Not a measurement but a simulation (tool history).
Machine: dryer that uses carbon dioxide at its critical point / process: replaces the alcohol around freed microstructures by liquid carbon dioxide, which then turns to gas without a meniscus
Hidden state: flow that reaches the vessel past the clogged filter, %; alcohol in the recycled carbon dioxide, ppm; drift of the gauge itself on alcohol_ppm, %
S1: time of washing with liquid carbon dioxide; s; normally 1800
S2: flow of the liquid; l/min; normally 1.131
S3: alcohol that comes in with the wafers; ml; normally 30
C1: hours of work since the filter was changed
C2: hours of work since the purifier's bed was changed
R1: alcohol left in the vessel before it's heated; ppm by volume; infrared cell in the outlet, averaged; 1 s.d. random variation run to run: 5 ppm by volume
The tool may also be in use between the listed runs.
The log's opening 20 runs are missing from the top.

Run 21, hour 263.7: usual settings but S1 1740 s, S2 1.14 l/min, S3 47 ml; C1 277; C2 304. Result: R1 83 ppm by volume.
Run 22, hour 274.4: usual settings but S2 0.84 l/min, S3 78 ml; C1 280; C2 308. Result: R1 343 ppm by volume.
Run 23, hour 291.4: usual settings but S1 1080 s, S2 0.98 l/min, S3 100 ml; C1 286; C2 313. Result: R1 1410 ppm by volume.
Run 24, hour 306.6: usual settings but S1 1740 s, S2 0.86 l/min, S3 74 ml; C1 291; C2 318. Result: R1 371 ppm by volume.
Run 25, hour 315.4: usual settings but S1 1200 s, S2 1.61 l/min; C1 294; C2 321. Result: R1 67 ppm by volume.
Run 26, hour 324.3: usual settings but S1 2640 s, S2 1.61 l/min, S3 86 ml; C1 297; C2 324. Result: R1 32 ppm by volume.
Run 27, hour 340.3: usual settings but S1 2640 s, S2 1.61 l/min, S3 86 ml; C1 302; C2 330. Result: R1 20 ppm by volume.
Run 28, hour 355.5: usual settings but S1 1380 s, S2 1.16 l/min, S3 34 ml; C1 307; C2 335. Result: R1 145 ppm by volume.
Run 29, hour 368.5: usual settings but S1 1380 s, S3 52 ml; C1 311; C2 339. Result: R1 231 ppm by volume.
Run 30, hour 381.6: usual settings but S1 1380 s, S3 52 ml; C1 316; C2 343. Result: R1 225 ppm by volume.
Run 31, hour 391.5: usual settings but S1 1260 s, S2 1.67 l/min, S3 40 ml; C1 319; C2 347. Result: R1 69 ppm by volume.
Run 32, hour 408.5: usual settings but S1 1260 s, S2 1.37 l/min, S3 40 ml; C1 325; C2 352. Result: R1 117 ppm by volume.
Run 33, hour 421.8: usual settings but S1 2820 s, S2 1.37 l/min, S3 40 ml; C1 329; C2 357. Result: R1 36 ppm by volume.
Run 34, hour 436.1: usual settings but S1 2820 s, S2 1.37 l/min, S3 40 ml; C1 334; C2 361. Result: R1 33 ppm by volume.

Branching from run 34: 4 alternative next runs. What would each branch give?
Run A, hour 450.6: usual settings but S1 2820 s, S2 0.68 l/min, S3 36 ml; C1 339; C2 366. Result: R1 ?.
Run B, hour 450.6: usual settings but S1 2820 s, S2 0.9 l/min, S3 31 ml; C1 339; C2 366. Result: R1 ?.
Run C, hour 450.6: usual settings but S1 2700 s, S2 0.7 l/min, S3 28 ml; C1 339; C2 366. Result: R1 ?.
Run D, hour 450.6: usual settings but S1 1560 s, S2 1.37 l/min, S3 40 ml; C1 339; C2 366. Result: R1 ?.

run  R1
  A  95
  B  39
  C  88
  D  66
With the hidden condition removed and each run's random variation left untouched, the same runs would have given:
run  R1
  A  39
  B   3
  C  36
  D  20

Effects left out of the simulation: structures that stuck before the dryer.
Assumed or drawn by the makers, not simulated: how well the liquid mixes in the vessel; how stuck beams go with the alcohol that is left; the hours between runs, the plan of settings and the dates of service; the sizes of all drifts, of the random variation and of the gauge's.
